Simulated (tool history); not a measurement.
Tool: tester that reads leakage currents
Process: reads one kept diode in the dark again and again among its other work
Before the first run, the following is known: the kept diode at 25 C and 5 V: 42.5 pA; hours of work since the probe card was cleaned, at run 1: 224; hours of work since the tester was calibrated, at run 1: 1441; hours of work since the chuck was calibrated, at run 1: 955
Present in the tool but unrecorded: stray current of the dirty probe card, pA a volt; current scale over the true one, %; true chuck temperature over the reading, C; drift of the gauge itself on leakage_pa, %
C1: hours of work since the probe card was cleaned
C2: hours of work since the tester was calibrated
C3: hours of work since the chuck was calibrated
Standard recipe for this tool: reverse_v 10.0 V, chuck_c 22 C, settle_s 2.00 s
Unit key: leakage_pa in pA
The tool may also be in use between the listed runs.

{"run": 1, "hour": 0.0, "reverse_v": 10.0, "chuck_c": 22, "settle_s": 2.0, "C1": 224, "C2": 1441, "C3": 955, "leakage_pa": 50.64}
{"run": 2, "hour": 115.4, "reverse_v": 10.0, "chuck_c": 22, "settle_s": 2.0, "C1": 282, "C2": 1499, "C3": 1013, "leakage_pa": 51.0}
{"run": 3, "hour": 281.5, "reverse_v": 10.0, "chuck_c": 22, "settle_s": 2.0, "C1": 367, "C2": 1584, "C3": 1098, "leakage_pa": 51.65}
{"run": 4, "hour": 428.1, "reverse_v": 10.0, "chuck_c": 22, "settle_s": 2.0, "C1": 441, "C2": 1658, "C3": 1172, "leakage_pa": 51.85}
{"run": 5, "hour": 513.4, "reverse_v": 10.0, "chuck_c": 22, "settle_s": 1.04, "C1": 485, "C2": 1702, "C3": 1216, "leakage_pa": 53.74}
{"run": 6, "hour": 606.3, "reverse_v": 10.0, "chuck_c": 22, "settle_s": 1.04, "C1": 532, "C2": 1749, "C3": 1263, "leakage_pa": 54.38}
{"run": 7, "hour": 697.2, "reverse_v": 10.0, "chuck_c": 41, "settle_s": 2.0, "C1": 578, "C2": 1795, "C3": 1309, "leakage_pa": 203.67}
{"run": 8, "hour": 788.1, "reverse_v": 10.0, "chuck_c": 22, "settle_s": 2.0, "C1": 624, "C2": 1841, "C3": 1355, "leakage_pa": 53.34}
{"run": 9, "hour": 917.8, "reverse_v": 10.0, "chuck_c": 22, "settle_s": 2.0, "C1": 690, "C2": 1907, "C3": 1421, "leakage_pa": 54.03}
{"run": 10, "hour": 1067.2, "reverse_v": 10.0, "chuck_c": 22, "settle_s": 2.0, "C1": 766, "C2": 1983, "C3": 1497, "leakage_pa": 54.4}
{"run": 11, "hour": 1187.1, "reverse_v": 10.0, "chuck_c": 22, "settle_s": 2.0, "C1": 827, "C2": 2044, "C3": 1558, "leakage_pa": 55.26}
{"run": 12, "hour": 1263.9, "reverse_v": 10.0, "chuck_c": 22, "settle_s": 0.7, "C1": 866, "C2": 2083, "C3": 1597, "leakage_pa": 58.47}
{"run": 13, "hour": 1338.4, "reverse_v": 10.0, "chuck_c": 22, "settle_s": 0.7, "C1": 904, "C2": 2121, "C3": 1635, "leakage_pa": 58.8}
{"run": 14, "hour": 1497.8, "reverse_v": 10.0, "chuck_c": 22, "settle_s": 0.7, "C1": 985, "C2": 2202, "C3": 1716, "leakage_pa": 59.55}
{"run": 15, "hour": 1611.3, "reverse_v": 10.0, "chuck_c": 22, "settle_s": 0.7, "C1": 1043, "C2": 2260, "C3": 1774, "leakage_pa": 59.96}
{"run": 16, "hour": 1713.2, "reverse_v": 10.0, "chuck_c": 22, "settle_s": 0.7, "C1": 1095, "C2": 2312, "C3": 1826, "leakage_pa": 60.47}
{"run": 17, "hour": 1846.3, "reverse_v": 10.0, "chuck_c": 29, "settle_s": 2.0, "C1": 1162, "C2": 2379, "C3": 1893, "leakage_pa": 94.86}
{"run": 18, "hour": 1997.5, "reverse_v": 10.0, "chuck_c": 29, "settle_s": 2.0, "C1": 1239, "C2": 2456, "C3": 1970, "leakage_pa": 95.25}
{"run": 19, "hour": 2074.0, "reverse_v": 10.0, "chuck_c": 22, "settle_s": 2.0, "C1": 1278, "C2": 2495, "C3": 2009, "leakage_pa": 58.53}
{"run": 20, "hour": 2153.6, "reverse_v": 10.0, "chuck_c": 22, "settle_s": 2.0, "C1": 1319, "C2": 2536, "C3": 2049, "leakage_pa": 59.22}
{"hour": 2188.0, "done": "chuck's temperature calibrated"}
{"run": 21, "hour": 2293.8, "reverse_v": 7.7, "chuck_c": 29, "settle_s": 0.52, "C1": 1389, "C2": 2606, "C3": 54, "leakage_pa": 77.55}
{"run": 22, "hour": 2404.7, "reverse_v": 7.7, "chuck_c": 36, "settle_s": 0.52, "C1": 1445, "C2": 2662, "C3": 110, "leakage_pa": 124.82}
{"run": 23, "hour": 2495.5, "reverse_v": 7.7, "chuck_c": 36, "settle_s": 0.52, "C1": 1491, "C2": 2708, "C3": 156, "leakage_pa": 125.3}
{"run": 24, "hour": 2603.7, "reverse_v": 18.7, "chuck_c": 31, "settle_s": 1.7, "C1": 1546, "C2": 2763, "C3": 211, "leakage_pa": 130.85}
{"run": 25, "hour": 2692.1, "reverse_v": 18.7, "chuck_c": 31, "settle_s": 1.76, "C1": 1591, "C2": 2808, "C3": 256, "leakage_pa": 131.44}
{"run": 26, "hour": 2839.5, "reverse_v": 1.4, "chuck_c": 27, "settle_s": 1.76, "C1": 1666, "C2": 2883, "C3": 331, "leakage_pa": 31.23}
{"run": 27, "hour": 3006.4, "reverse_v": 1.4, "chuck_c": 40, "settle_s": 1.76, "C1": 1751, "C2": 2968, "C3": 416, "leakage_pa": 79.81}
{"run": 28, "hour": 3102.5, "reverse_v": 1.4, "chuck_c": 40, "settle_s": 1.76, "C1": 1800, "C2": 3017, "C3": 465, "leakage_pa": 79.91}
{"run": 29, "hour": 3188.9, "reverse_v": 1.4, "chuck_c": 40, "settle_s": 1.76, "C1": 1844, "C2": 3061, "C3": 509, "leakage_pa": 80.61}
{"run": 30, "hour": 3288.6, "reverse_v": 1.4, "chuck_c": 40, "settle_s": 1.76, "C1": 1895, "C2": 3112, "C3": 560, "leakage_pa": 80.63}
{"run": 31, "hour": 3440.8, "reverse_v": 1.4, "chuck_c": 40, "settle_s": 1.76, "C1": 1972, "C2": 3189, "C3": 637, "leakage_pa": 81.03}
{"run": 32, "hour": 3544.3, "reverse_v": 1.4, "chuck_c": 50, "settle_s": 1.76, "C1": 2025, "C2": 3242, "C3": 690, "leakage_pa": 159.75}
{"run": 33, "hour": 3658.7, "reverse_v": 10.0, "chuck_c": 21, "settle_s": 1.29, "C1": 2083, "C2": 3300, "C3": 748, "leakage_pa": 53.59}
{"run": 34, "hour": 3780.7, "reverse_v": 1.1, "chuck_c": 22, "settle_s": 0.45, "C1": 2145, "C2": 3362, "C3": 810, "leakage_pa": 20.97}
{"run": 35, "hour": 3867.4, "reverse_v": 1.1, "chuck_c": 20, "settle_s": 3.34, "C1": 2189, "C2": 3406, "C3": 854, "leakage_pa": 17.41}
{"run": 36, "hour": 3957.7, "reverse_v": 1.1, "chuck_c": 28, "settle_s": 3.34, "C1": 2235, "C2": 3452, "C3": 900, "leakage_pa": 31.89}
{"run": 37, "hour": 4082.4, "reverse_v": 14.6, "chuck_c": 52, "settle_s": 5.47, "C1": 2298, "C2": 3515, "C3": 963, "leakage_pa": 495.01}
{"run": 38, "hour": 4174.4, "reverse_v": 14.6, "chuck_c": 52, "settle_s": 5.47, "C1": 2345, "C2": 3562, "C3": 1010, "leakage_pa": 496.28}
{"run": 39, "hour": 4319.0, "reverse_v": 14.6, "chuck_c": 52, "settle_s": 5.47, "C1": 2419, "C2": 3635, "C3": 1083, "leakage_pa": 499.0}
{"run": 40, "hour": 4458.1, "reverse_v": 14.6, "chuck_c": 52, "settle_s": 5.47, "C1": 2489, "C2": 3706, "C3": 1154, "leakage_pa": 504.3}

What if the next run were any one of these 4? Each begins from the tool's condition after run 40:
{"run": "A", "hour": 4548.4, "reverse_v": 4.4, "chuck_c": 22, "settle_s": 2.0, "C1": 2535, "C2": 3752, "C3": 1200, "leakage_pa": "?"}
{"run": "B", "hour": 4548.4, "reverse_v": 1.1, "chuck_c": 37, "settle_s": 5.47, "C1": 2535, "C2": 3752, "C3": 1200, "leakage_pa": "?"}
{"run": "C", "hour": 4548.4, "reverse_v": 2.6, "chuck_c": 27, "settle_s": 0.61, "C1": 2535, "C2": 3752, "C3": 1200, "leakage_pa": "?"}
{"run": "D", "hour": 4548.4, "reverse_v": 10.0, "chuck_c": 31, "settle_s": 3.24, "C1": 2535, "C2": 3752, "C3": 1200, "leakage_pa": "?"}

run=A leakage_pa=40.06
run=B leakage_pa=62.49
run=C leakage_pa=45.70
run=D leakage_pa=108.05
What these runs would have given with no unlogged condition in the tool:
run=A leakage_pa=32.75
run=B leakage_pa=55.90
run=C leakage_pa=39.38
run=D leakage_pa=90.15
